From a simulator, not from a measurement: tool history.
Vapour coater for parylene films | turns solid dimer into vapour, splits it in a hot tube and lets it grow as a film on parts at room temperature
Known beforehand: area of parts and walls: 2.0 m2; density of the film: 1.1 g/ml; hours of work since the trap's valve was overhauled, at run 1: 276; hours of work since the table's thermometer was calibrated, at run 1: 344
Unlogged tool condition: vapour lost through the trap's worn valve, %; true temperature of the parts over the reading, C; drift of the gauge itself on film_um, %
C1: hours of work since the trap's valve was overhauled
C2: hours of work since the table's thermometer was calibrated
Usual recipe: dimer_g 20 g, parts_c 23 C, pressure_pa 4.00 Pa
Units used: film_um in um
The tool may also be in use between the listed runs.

{"run": 1, "day": 0.0, "dimer_g": 20, "parts_c": 23, "pressure_pa": 4.0, "C1": 276, "C2": 344, "film_um": 5.24}
{"run": 2, "day": 2.733, "dimer_g": 20, "parts_c": 23, "pressure_pa": 4.0, "C1": 308, "C2": 376, "film_um": 5.25}
{"run": 3, "day": 6.354, "dimer_g": 22, "parts_c": 23, "pressure_pa": 4.0, "C1": 350, "C2": 418, "film_um": 5.71}
{"run": 4, "day": 8.275, "dimer_g": 20, "parts_c": 23, "pressure_pa": 4.0, "C1": 373, "C2": 441, "film_um": 5.21}
{"run": 5, "day": 10.217, "dimer_g": 20, "parts_c": 25, "pressure_pa": 4.0, "C1": 395, "C2": 464, "film_um": 4.84}
{"run": 6, "day": 13.596, "dimer_g": 20, "parts_c": 25, "pressure_pa": 4.0, "C1": 435, "C2": 503, "film_um": 4.82}
{"day": 15.546, "done": "trap's valve overhauled"}
{"run": 7, "day": 16.867, "dimer_g": 20, "parts_c": 25, "pressure_pa": 4.0, "C1": 15, "C2": 539, "film_um": 5.18}
{"run": 8, "day": 20.062, "dimer_g": 20, "parts_c": 23, "pressure_pa": 4.0, "C1": 53, "C2": 577, "film_um": 5.68}
{"run": 9, "day": 23.417, "dimer_g": 20, "parts_c": 23, "pressure_pa": 4.0, "C1": 92, "C2": 616, "film_um": 5.54}
{"run": 10, "day": 25.754, "dimer_g": 20, "parts_c": 23, "pressure_pa": 4.0, "C1": 119, "C2": 643, "film_um": 5.56}
{"run": 11, "day": 29.088, "dimer_g": 20, "parts_c": 23, "pressure_pa": 4.0, "C1": 158, "C2": 682, "film_um": 5.48}
{"run": 12, "day": 31.958, "dimer_g": 20, "parts_c": 23, "pressure_pa": 4.0, "C1": 192, "C2": 716, "film_um": 5.44}
{"run": 13, "day": 34.388, "dimer_g": 20, "parts_c": 23, "pressure_pa": 4.0, "C1": 220, "C2": 744, "film_um": 5.41}
{"run": 14, "day": 37.646, "dimer_g": 20, "parts_c": 23, "pressure_pa": 4.0, "C1": 258, "C2": 782, "film_um": 5.3}
{"run": 15, "day": 39.275, "dimer_g": 20, "parts_c": 23, "pressure_pa": 4.0, "C1": 277, "C2": 801, "film_um": 5.35}
{"run": 16, "day": 42.708, "dimer_g": 20, "parts_c": 27, "pressure_pa": 4.0, "C1": 317, "C2": 841, "film_um": 4.62}
{"run": 17, "day": 46.233, "dimer_g": 20, "parts_c": 27, "pressure_pa": 4.0, "C1": 358, "C2": 882, "film_um": 4.63}
{"run": 18, "day": 47.725, "dimer_g": 20, "parts_c": 27, "pressure_pa": 4.38, "C1": 376, "C2": 900, "film_um": 4.47}
{"run": 19, "day": 50.921, "dimer_g": 20, "parts_c": 33, "pressure_pa": 4.0, "C1": 413, "C2": 937, "film_um": 3.73}
{"run": 20, "day": 54.388, "dimer_g": 20, "parts_c": 15, "pressure_pa": 4.0, "C1": 454, "C2": 977, "film_um": 6.74}
{"day": 54.829, "done": "trap's valve overhauled"}
{"run": 21, "day": 57.688, "dimer_g": 20, "parts_c": 15, "pressure_pa": 4.0, "C1": 33, "C2": 1014, "film_um": 7.43}
{"run": 22, "day": 59.812, "dimer_g": 14, "parts_c": 17, "pressure_pa": 4.61, "C1": 58, "C2": 1039, "film_um": 4.74}
{"run": 23, "day": 63.521, "dimer_g": 14, "parts_c": 17, "pressure_pa": 4.61, "C1": 102, "C2": 1082, "film_um": 4.67}
{"run": 24, "day": 66.062, "dimer_g": 8, "parts_c": 28, "pressure_pa": 4.0, "C1": 131, "C2": 1112, "film_um": 1.89}
{"run": 25, "day": 68.679, "dimer_g": 28, "parts_c": 16, "pressure_pa": 11.76, "C1": 162, "C2": 1142, "film_um": 7.66}
{"run": 26, "day": 71.783, "dimer_g": 18, "parts_c": 27, "pressure_pa": 4.0, "C1": 198, "C2": 1179, "film_um": 4.38}
{"run": 27, "day": 74.558, "dimer_g": 10, "parts_c": 32, "pressure_pa": 4.0, "C1": 230, "C2": 1211, "film_um": 2.08}
{"run": 28, "day": 77.012, "dimer_g": 21, "parts_c": 24, "pressure_pa": 3.19, "C1": 259, "C2": 1240, "film_um": 5.94}
{"run": 29, "day": 78.688, "dimer_g": 10, "parts_c": 35, "pressure_pa": 6.34, "C1": 279, "C2": 1259, "film_um": 1.68}
{"run": 30, "day": 81.1, "dimer_g": 13, "parts_c": 23, "pressure_pa": 5.43, "C1": 307, "C2": 1287, "film_um": 3.25}
{"day": 81.292, "done": "table's thermometer calibrated"}
{"run": 31, "day": 82.758, "dimer_g": 13, "parts_c": 24, "pressure_pa": 3.48, "C1": 326, "C2": 17, "film_um": 3.39}
{"run": 32, "day": 85.442, "dimer_g": 13, "parts_c": 24, "pressure_pa": 3.48, "C1": 357, "C2": 48, "film_um": 3.32}
{"run": 33, "day": 88.025, "dimer_g": 13, "parts_c": 24, "pressure_pa": 3.48, "C1": 387, "C2": 79, "film_um": 3.28}
{"run": 34, "day": 89.642, "dimer_g": 13, "parts_c": 34, "pressure_pa": 2.93, "C1": 406, "C2": 98, "film_um": 2.5}
{"run": 35, "day": 92.733, "dimer_g": 32, "parts_c": 22, "pressure_pa": 4.0, "C1": 442, "C2": 134, "film_um": 8.43}
{"day": 94.179, "done": "trap's valve overhauled"}
{"run": 36, "day": 95.158, "dimer_g": 20, "parts_c": 16, "pressure_pa": 3.55, "C1": 11, "C2": 160, "film_um": 7.25}
{"run": 37, "day": 97.638, "dimer_g": 20, "parts_c": 16, "pressure_pa": 3.55, "C1": 40, "C2": 189, "film_um": 7.14}
{"run": 38, "day": 101.212, "dimer_g": 22, "parts_c": 18, "pressure_pa": 2.93, "C1": 82, "C2": 231, "film_um": 7.61}
{"run": 39, "day": 102.875, "dimer_g": 16, "parts_c": 31, "pressure_pa": 4.11, "C1": 102, "C2": 250, "film_um": 3.3}
{"run": 40, "day": 104.821, "dimer_g": 11, "parts_c": 29, "pressure_pa": 4.38, "C1": 124, "C2": 273, "film_um": 2.38}
{"run": 41, "day": 108.388, "dimer_g": 22, "parts_c": 29, "pressure_pa": 5.77, "C1": 166, "C2": 314, "film_um": 4.39}
{"run": 42, "day": 111.417, "dimer_g": 17, "parts_c": 23, "pressure_pa": 9.38, "C1": 201, "C2": 350, "film_um": 3.77}

4 options for the next run, each taken on its own from the tool as it stands now. Forecast them:
{"run": "A", "day": 114.929, "dimer_g": 20, "parts_c": 20, "pressure_pa": 4.93, "C1": 242, "C2": 391, "film_um": "?"}
{"run": "B", "day": 114.929, "dimer_g": 13, "parts_c": 20, "pressure_pa": 11.51, "C1": 242, "C2": 391, "film_um": "?"}
{"run": "C", "day": 114.929, "dimer_g": 17, "parts_c": 16, "pressure_pa": 2.52, "C1": 242, "C2": 391, "film_um": "?"}
{"run": "D", "day": 114.929, "dimer_g": 15, "parts_c": 23, "pressure_pa": 9.38, "C1": 242, "C2": 391, "film_um": "?"}

run=A film_um=5.58
run=B film_um=2.97
run=C film_um=6.27
run=D film_um=3.17
With the hidden condition removed and each run's random variation left untouched, the same runs would have given:
run=A film_um=5.79
run=B film_um=3.08
run=C film_um=6.50
run=D film_um=3.29
